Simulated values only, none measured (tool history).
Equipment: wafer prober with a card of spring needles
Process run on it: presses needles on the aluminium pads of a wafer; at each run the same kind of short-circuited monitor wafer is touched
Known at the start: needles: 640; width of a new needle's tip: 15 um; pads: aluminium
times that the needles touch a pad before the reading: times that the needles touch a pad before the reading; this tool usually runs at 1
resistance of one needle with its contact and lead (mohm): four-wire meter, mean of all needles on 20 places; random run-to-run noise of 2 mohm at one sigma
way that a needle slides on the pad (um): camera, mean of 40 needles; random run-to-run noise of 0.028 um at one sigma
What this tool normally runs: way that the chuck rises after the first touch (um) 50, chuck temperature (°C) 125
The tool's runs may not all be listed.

run,day,way that the chuck rises after the first touch (um),chuck temperature (°C),times that the needles touch a pad before the reading,resistance of one needle with its contact and lead (mohm),way that a needle slides on the pad (um)
1,0.000,50,125,1,217,11.79
# day 0.779: tips cleaned on abrasive film
2,0.833,50,125,1,220,11.77
3,1.500,50,125,1,219,11.77
# day 1.617: tips cleaned on abrasive film
# day 2.458: tips cleaned on abrasive film
4,2.671,50,125,1,222,11.75
# day 3.254: tips cleaned on abrasive film
5,3.408,50,125,1,220,11.72
# day 4.033: tips cleaned on abrasive film
6,4.350,50,125,1,217,11.70
# day 4.875: tips cleaned on abrasive film
# day 5.667: tips cleaned on abrasive film
7,5.667,50,125,1,220,11.68
8,6.242,50,125,1,223,11.64
# day 6.512: tips cleaned on abrasive film
# day 7.292: tips cleaned on abrasive film
9,7.571,50,125,1,219,11.54
# day 8.071: tips cleaned on abrasive film
10,8.142,50,125,1,223,11.70
# day 8.842: tips cleaned on abrasive film
11,8.842,50,125,1,216,11.57
# day 9.629: tips cleaned on abrasive film
12,9.629,50,49,1,201,11.56
# day 10.492: tips cleaned on abrasive film
13,10.717,50,49,1,201,11.60
# day 11.283: tips cleaned on abrasive film
14,11.354,50,49,1,202,11.52
# day 12.138: tips cleaned on abrasive film
15,12.504,50,49,1,204,11.50
# day 12.596: height of the first contact set anew
# day 12.846: gauge calibrated
# day 12.954: tips cleaned on abrasive film
16,13.688,42,125,1,225,9.89
# day 13.812: tips cleaned on abrasive film
# day 14.592: tips cleaned on abrasive film
17,14.592,47,39,1,200,11.09
18,15.175,47,39,1,202,11.01
# day 15.425: tips cleaned on abrasive film
19,16.121,47,47,2,204,11.01
# day 16.212: tips cleaned on abrasive film
20,16.871,47,47,2,203,10.96
# day 17.038: tips cleaned on abrasive film
21,17.788,37,45,1,211,8.67
# day 17.867: tips cleaned on abrasive film
# day 18.667: tips cleaned on abrasive film
22,18.846,37,45,1,209,8.66
# day 19.508: tips cleaned on abrasive film
23,19.517,50,100,3,210,11.64
24,20.225,50,100,3,211,11.65
# day 20.288: tips cleaned on abrasive film
# day 21.125: tips cleaned on abrasive film
25,21.321,32,100,3,229,7.47
# day 21.946: tips cleaned on abrasive film
26,22.175,42,37,1,204,9.75
# day 22.771: tips cleaned on abrasive film
27,23.225,67,37,1,193,15.44
# day 23.588: tips cleaned on abrasive film
28,24.167,67,37,1,192,15.47
# day 24.362: tips cleaned on abrasive film
29,24.988,67,37,1,192,15.46
# day 25.146: tips cleaned on abrasive film
30,25.671,67,37,1,192,15.48
# day 25.942: tips cleaned on abrasive film
31,26.492,67,37,1,192,15.39
# day 26.762: tips cleaned on abrasive film
# day 27.538: tips cleaned on abrasive film
32,27.567,67,37,1,191,15.41

Forecast each of these 4 alternatives for the next run:
A,28.254,39,125,1,?,?
B,28.254,61,119,1,?,?
C,28.254,67,25,1,?,?
D,28.254,50,125,1,?,?

run,resistance of one needle with its contact and lead (mohm),way that a needle slides on the pad (um)
A,230,8.90
B,212,13.99
C,190,15.33
D,222,11.50
Without the tool's unlogged condition, the same runs would have read:
run,resistance of one needle with its contact and lead (mohm),way that a needle slides on the pad (um)
A,230,9.14
B,211,14.37
C,189,15.74
D,222,11.81

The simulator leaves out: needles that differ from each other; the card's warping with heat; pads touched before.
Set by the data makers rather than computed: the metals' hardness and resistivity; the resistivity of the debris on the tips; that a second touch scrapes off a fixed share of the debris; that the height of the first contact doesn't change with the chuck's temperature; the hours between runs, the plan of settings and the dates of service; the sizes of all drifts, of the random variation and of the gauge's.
